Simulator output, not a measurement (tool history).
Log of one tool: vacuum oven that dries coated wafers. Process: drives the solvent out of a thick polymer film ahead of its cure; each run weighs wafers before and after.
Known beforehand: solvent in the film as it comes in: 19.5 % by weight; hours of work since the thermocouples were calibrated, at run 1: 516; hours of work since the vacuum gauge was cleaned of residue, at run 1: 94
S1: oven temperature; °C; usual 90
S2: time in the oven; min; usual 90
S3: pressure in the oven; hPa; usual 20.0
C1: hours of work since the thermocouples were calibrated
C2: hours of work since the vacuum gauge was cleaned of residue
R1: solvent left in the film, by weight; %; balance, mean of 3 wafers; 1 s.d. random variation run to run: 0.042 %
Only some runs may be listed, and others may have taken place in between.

run	hour	S1	S2	S3	C1	C2	R1
1	0.0	90	90	20.0	516	94	4.70
2	13.9	90	90	20.0	525	103	4.64
3	35.5	90	52	20.0	538	117	7.66
4	52.5	90	52	20.0	549	128	7.64
5	63.4	90	52	20.0	556	135	7.69
6	84.1	90	90	20.0	570	148	4.64
7	106.1	83	90	20.0	584	162	6.91
8	124.6	83	90	20.0	596	174	6.96
9	139.1	83	90	25.4	605	184	7.08
10	155.8	83	90	25.4	616	195	7.16
11	166.1	83	90	25.4	623	201	7.09
12	180.9	90	90	20.0	632	211	4.67
13	202.0	90	90	20.0	646	224	4.70
14	213.7	90	90	22.8	653	232	4.80
15	229.0	90	90	11.5	663	242	4.45
16	245.1	88	90	20.0	674	252	5.28
17	261.1	90	90	20.0	684	263	4.72
18	279.1	90	158	20.0	696	274	2.11
19	288.5	90	158	20.0	702	280	2.16
20	310.3	90	158	20.0	716	294	2.12
21	332.4	93	90	20.0	730	309	3.74
22	352.0	92	90	31.9	743	321	4.43
23	363.1	92	90	51.9	750	328	4.83
24	373.1	92	90	51.9	756	335	4.80
25	389.5	92	90	51.9	767	345	4.87
26	400.5	101	68	14.1	774	353	2.83
27	422.9	101	68	14.1	788	367	2.91
28	440.7	101	68	14.1	800	378	2.92
29	459.1	100	88	27.5	812	390	2.30
30	469.7	90	58	20.0	819	397	7.15
31	492.9	90	46	21.0	834	412	8.50
32	504.6	79	88	27.9	841	420	8.63
33	520.3	79	88	65.9	851	430	9.96
34	542.7	79	88	65.9	866	444	9.83

Run 35 has not been measured yet. What should we expect?
35	552.7	76	69	35.9	872	451	?

For run 35 the tool returned R1 11.06 %.
Were there no unlogged condition in the tool, this run, its random variation unchanged, would have produced R1 11.04 %.
